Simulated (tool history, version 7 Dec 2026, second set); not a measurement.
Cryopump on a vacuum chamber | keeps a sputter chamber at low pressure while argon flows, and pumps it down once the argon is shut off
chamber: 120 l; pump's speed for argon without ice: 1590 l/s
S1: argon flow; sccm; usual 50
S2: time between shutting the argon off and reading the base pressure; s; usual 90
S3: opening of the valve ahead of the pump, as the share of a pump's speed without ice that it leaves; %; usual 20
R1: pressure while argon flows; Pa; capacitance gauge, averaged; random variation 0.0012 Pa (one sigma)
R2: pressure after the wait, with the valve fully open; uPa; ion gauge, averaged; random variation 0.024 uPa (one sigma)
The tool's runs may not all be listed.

| run | hour | S1 | S2 | S3 | R1 | R2 |
|---|---|---|---|---|---|---|
| 1 | 0 | 50 | 90 | 20 | 0.2751 | 0.91 |
| 2 | 12.7 | 50 | 178 | 20 | 0.2744 | 0.61 |
| 3 | 24.9 | 50 | 90 | 49 | 0.1169 | 0.94 |
|  | 51.1 | pump warmed up, emptied and cooled again |
| 4 | 51.5 | 50 | 90 | 39 | 0.1357 | 0.91 |
| 5 | 64.5 | 50 | 90 | 39 | 0.1361 | 0.93 |
| 6 | 85.5 | 50 | 90 | 32 | 0.1671 | 0.88 |
| 7 | 108.1 | 50 | 90 | 32 | 0.1677 | 0.9 |
| 8 | 120.5 | 50 | 90 | 17 | 0.3131 | 0.93 |
| 9 | 142 | 50 | 90 | 20 | 0.2676 | 0.92 |
| 10 | 163 | 50 | 90 | 20 | 0.2664 | 0.91 |
| 11 | 180 | 50 | 57 | 20 | 0.2675 | 1.4 |
| 12 | 200 | 50 | 57 | 58 | 0.0926 | 1.32 |
| 13 | 212.8 | 27 | 90 | 20 | 0.1464 | 0.91 |
| 14 | 226.3 | 27 | 90 | 20 | 0.1454 | 0.96 |
| 15 | 248.7 | 50 | 90 | 20 | 0.268 | 0.94 |
| 16 | 268.2 | 50 | 90 | 20 | 0.2678 | 0.96 |
| 17 | 281.5 | 50 | 90 | 20 | 0.2671 | 0.97 |
| 18 | 299.6 | 28 | 90 | 27 | 0.1116 | 0.96 |
| 19 | 317.1 | 58 | 90 | 56 | 0.1127 | 0.91 |
| 20 | 326.2 | 58 | 90 | 56 | 0.1121 | 0.98 |
| 21 | 335.5 | 58 | 90 | 56 | 0.1146 | 0.97 |
| 22 | 345.8 | 58 | 90 | 56 | 0.1117 | 0.99 |
| 23 | 358.1 | 58 | 90 | 56 | 0.1128 | 0.96 |
| 24 | 369.8 | 37 | 90 | 20 | 0.1982 | 0.92 |
| 25 | 383.5 | 37 | 90 | 20 | 0.1993 | 1 |
| 26 | 405.9 | 21 | 90 | 45 | 0.0508 | 0.98 |
| 27 | 422.9 | 91 | 166 | 22 | 0.447 | 0.67 |
| 28 | 441.3 | 91 | 166 | 22 | 0.4473 | 0.71 |
| 29 | 461.2 | 91 | 166 | 22 | 0.4475 | 0.69 |
| 30 | 472 | 54 | 57 | 22 | 0.2648 | 1.42 |
| 31 | 482 | 54 | 57 | 33 | 0.1788 | 1.4 |
| 32 | 503.4 | 78 | 76 | 20 | 0.4203 | 1.14 |
| 33 | 516.2 | 78 | 133 | 30 | 0.2829 | 0.74 |
| 34 | 528.5 | 78 | 133 | 30 | 0.2845 | 0.81 |

3 ways to go on from here, each from the tool as it stands after run 34. What would each give?
| A | 540.9 | 76 | 98 | 29 | ? | ? |
| B | 540.9 | 78 | 143 | 30 | ? | ? |
| C | 540.9 | 49 | 133 | 30 | ? | ? |

| run | R1 | R2 |
|---|---|---|
| A | 0.2871 | 0.96 |
| B | 0.2814 | 0.78 |
| C | 0.1775 | 0.77 |
Without the tool's hidden state the same runs would have given:
| run | R1 | R2 |
|---|---|---|
| A | 0.2801 | 0.82 |
| B | 0.2743 | 0.63 |
| C | 0.173 | 0.62 |

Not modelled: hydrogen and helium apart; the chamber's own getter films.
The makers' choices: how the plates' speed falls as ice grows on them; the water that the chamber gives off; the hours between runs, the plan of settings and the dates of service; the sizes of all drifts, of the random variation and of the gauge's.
